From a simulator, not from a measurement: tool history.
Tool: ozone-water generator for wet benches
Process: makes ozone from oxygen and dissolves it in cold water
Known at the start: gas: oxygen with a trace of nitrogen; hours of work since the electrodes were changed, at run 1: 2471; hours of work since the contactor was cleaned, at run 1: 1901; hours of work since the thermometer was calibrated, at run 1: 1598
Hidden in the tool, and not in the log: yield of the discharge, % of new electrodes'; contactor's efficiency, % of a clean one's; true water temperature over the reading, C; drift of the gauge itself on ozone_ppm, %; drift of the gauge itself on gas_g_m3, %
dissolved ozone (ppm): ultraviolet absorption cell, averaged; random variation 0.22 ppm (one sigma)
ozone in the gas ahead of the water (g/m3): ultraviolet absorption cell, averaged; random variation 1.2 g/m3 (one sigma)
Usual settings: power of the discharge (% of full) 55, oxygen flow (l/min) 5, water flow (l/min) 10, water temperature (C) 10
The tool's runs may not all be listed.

run    hour  power of the discharge (% of full)  oxygen flow (l/min)  water flow (l/min)  water temperature (C)  hours of work since the electrodes were changed  hours of work since the contactor was cleaned  hours of work since the thermometer was calibrated  dissolved ozone (ppm)  ozone in the gas ahead of the water (g/m3)
  1       0                                  55                    5                  10                     10                                             2471                                           1901                                                1598                   28.8                                       192.6
  2    91.9                                  55                    5                  10                     10                                             2559                                           1990                                                1687                   28.6                                       192.2
  3   203.6                                  55                    5                  10                     10                                             2667                                           2097                                                1794                   28.7                                       194.9
  4   318.3                                  55                    5                  10                     10                                             2777                                           2207                                                1904                   28.7                                       191.6
  5   438.7                                  55                    5                  10                     10                                             2893                                           2323                                                2020                   28.3                                       191.4
  6   611.3                                  55                    5                  10                     10                                             3058                                           2489                                                2186                     28                                       190.2
  7   741.1                                  55                    5                  10                     10                                             3183                                           2613                                                2310                   27.8                                       188.2
  8   834.8                                  55                    5                  10                     10                                             3273                                           2703                                                2400                   27.8                                       189.9
  9   995.5                                  55                    5                  10                     10                                             3427                                           2858                                                2555                   27.7                                       189.9
 10  1154.3                                  55                    5                  10                     10                                             3580                                           3010                                                2707                   27.6                                       185.2
 11  1299.8                                  55                    5                  10                      8                                             3720                                           3150                                                2847                   28.1                                       185.8
     1374.9  -- contactor cleaned
 12    1423                                  66                    5                  10                     10                                             3834                                             46                                                2962                   32.5                                       211.3
 13    1554                                  66                    5                  10                     10                                             3960                                            172                                                3087                   31.9                                       210.2
 14  1706.3                                  66                    5                  10                     10                                             4106                                            318                                                3234                   32.1                                         209
 15  1780.6                                  55                    5                  10                     10                                             4178                                            390                                                3305                   28.1                                         183
 16  1911.8                                  55                    5                  10                     10                                             4304                                            516                                                3431                   27.6                                       182.1
 17  2014.7                                  81                 6.45                   7                     10                                             4403                                            615                                                3530                   41.7                                       199.5
 18    2129                                  81                 6.45                   7                     10                                             4513                                            724                                                3640                   40.8                                       199.6
 19  2228.9                                  53                    5                  14                     16                                             4608                                            820                                                3736                   18.8                                       176.2
 20  2300.8                                  53                    5                  14                     16                                             4678                                            889                                                3805                   18.9                                       174.2
 21  2472.8                                  48                 2.83                   6                     10                                             4843                                           1055                                                3970                   38.8                                       237.5
 22  2637.6                                  48                 2.83                   6                     10                                             5001                                           1213                                                4128                   38.2                                       233.7
 23    2794                                  83                 2.83                   6                      7                                             5151                                           1363                                                4279                   57.4                                       341.7
 24  2881.1                                  84                    5                  10                     18                                             5235                                           1447                                                4362                   30.2                                       232.3
 25    3015                                  61                  6.8                  10                     18                                             5363                                           1575                                                4491                   21.9                                       154.2
 26    3175                                  56                    5                  10                     10                                             5517                                           1729                                                4644                   26.5                                       176.9
 27  3331.9                                  56                    5                   8                      6                                             5668                                           1880                                                4795                   32.5                                       175.6
 28  3430.7                                  58                    5                  10                      7                                             5763                                           1975                                                4890                   27.7                                       176.8
 29  3579.2                                  69                 4.09                  11                     10                                             5905                                           2117                                                5033                   28.9                                       227.4
     3613.2  -- water thermometer calibrated
 30  3717.9                                  77                 3.12                   7                     11                                             6038                                           2250                                                 101                   43.9                                       287.8
 31  3812.5                                  77                 3.12                   7                     11                                             6129                                           2341                                                 191                   43.6                                       288.9
 32  3901.2                                  55                 3.82                  10                     10                                             6214                                           2426                                                 277                   26.8                                       202.1

3 ways to go on from here, each from the tool as it stands after run 32. What would each give?
  A  4021.8                                  65                 2.53                  10                      7                                             6330                                           2542                                                 392                      ?                                           ?
  B  4021.8                                  55                    5                  10                     14                                             6330                                           2542                                                 392                      ?                                           ?
  C  4021.8                                  55                 4.88                  10                     10                                             6330                                           2542                                                 392                      ?                                           ?

run  dissolved ozone (ppm)  ozone in the gas ahead of the water (g/m3)
  A                   31.5                                       296.7
  B                   23.3                                       170.8
  C                   25.1                                         169
Without the tool's hidden state the same runs would have given:
run  dissolved ozone (ppm)  ozone in the gas ahead of the water (g/m3)
  A                   41.5                                       375.9
  B                   29.8                                       209.7
  C                     32                                       207.7
